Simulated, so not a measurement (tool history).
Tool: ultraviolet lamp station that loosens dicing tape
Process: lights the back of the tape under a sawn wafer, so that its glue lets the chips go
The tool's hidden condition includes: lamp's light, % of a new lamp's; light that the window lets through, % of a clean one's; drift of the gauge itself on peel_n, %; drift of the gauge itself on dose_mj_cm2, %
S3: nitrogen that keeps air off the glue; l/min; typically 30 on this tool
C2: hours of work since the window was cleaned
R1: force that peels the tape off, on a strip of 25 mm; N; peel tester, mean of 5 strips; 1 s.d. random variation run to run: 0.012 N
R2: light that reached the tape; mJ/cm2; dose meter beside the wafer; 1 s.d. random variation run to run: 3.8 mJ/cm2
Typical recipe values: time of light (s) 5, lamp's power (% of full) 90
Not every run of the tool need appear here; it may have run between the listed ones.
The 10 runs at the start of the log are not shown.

{"run": 11, "day": 19.771, "time of light (s)": 5, "lamp's power (% of full)": 90, "S3": 30, "hours of work of the lamp": 361, "C2": 90, "R1": 0.549, "R2": 643}
{"run": 12, "day": 21.708, "time of light (s)": 5, "lamp's power (% of full)": 90, "S3": 30, "hours of work of the lamp": 390, "C2": 120, "R1": 0.536, "R2": 636}
{"run": 13, "day": 23.312, "time of light (s)": 5, "lamp's power (% of full)": 81, "S3": 30, "hours of work of the lamp": 415, "C2": 145, "R1": 0.64, "R2": 569}
{"day": 24.121, "done": "gauge calibrated"}
{"run": 14, "day": 25.35, "time of light (s)": 5, "lamp's power (% of full)": 81, "S3": 30, "hours of work of the lamp": 447, "C2": 176, "R1": 0.63, "R2": 585}
{"run": 15, "day": 26.771, "time of light (s)": 5, "lamp's power (% of full)": 81, "S3": 30, "hours of work of the lamp": 469, "C2": 198, "R1": 0.657, "R2": 583}
{"run": 16, "day": 28.562, "time of light (s)": 5, "lamp's power (% of full)": 90, "S3": 30, "hours of work of the lamp": 496, "C2": 226, "R1": 0.523, "R2": 647}
{"run": 17, "day": 29.958, "time of light (s)": 5, "lamp's power (% of full)": 65, "S3": 30, "hours of work of the lamp": 518, "C2": 247, "R1": 0.893, "R2": 468}
{"day": 31.396, "done": "window cleaned of glue's vapour"}
{"run": 18, "day": 32.475, "time of light (s)": 5, "lamp's power (% of full)": 90, "S3": 30, "hours of work of the lamp": 556, "C2": 17, "R1": 0.537, "R2": 649}
{"run": 19, "day": 34.483, "time of light (s)": 5, "lamp's power (% of full)": 90, "S3": 30, "hours of work of the lamp": 587, "C2": 48, "R1": 0.522, "R2": 645}
{"run": 20, "day": 36.754, "time of light (s)": 5, "lamp's power (% of full)": 90, "S3": 30, "hours of work of the lamp": 622, "C2": 83, "R1": 0.56, "R2": 647}
{"run": 21, "day": 39.154, "time of light (s)": 5, "lamp's power (% of full)": 90, "S3": 30, "hours of work of the lamp": 659, "C2": 120, "R1": 0.548, "R2": 643}
{"run": 22, "day": 40.838, "time of light (s)": 2, "lamp's power (% of full)": 90, "S3": 30, "hours of work of the lamp": 685, "C2": 145, "R1": 1.905, "R2": 254}

The next listed run, before its measurement:
{"run": 23, "day": 42.529, "time of light (s)": 3, "lamp's power (% of full)": 90, "S3": 56, "hours of work of the lamp": 711, "C2": 172, "R1": "?", "R2": "?"}

{"run 23": {"R1": 0.895, "R2": 389}}
The same run, on a tool lacking any hidden state, would have yielded R1 0.892 N, R2 398 mJ/cm2.
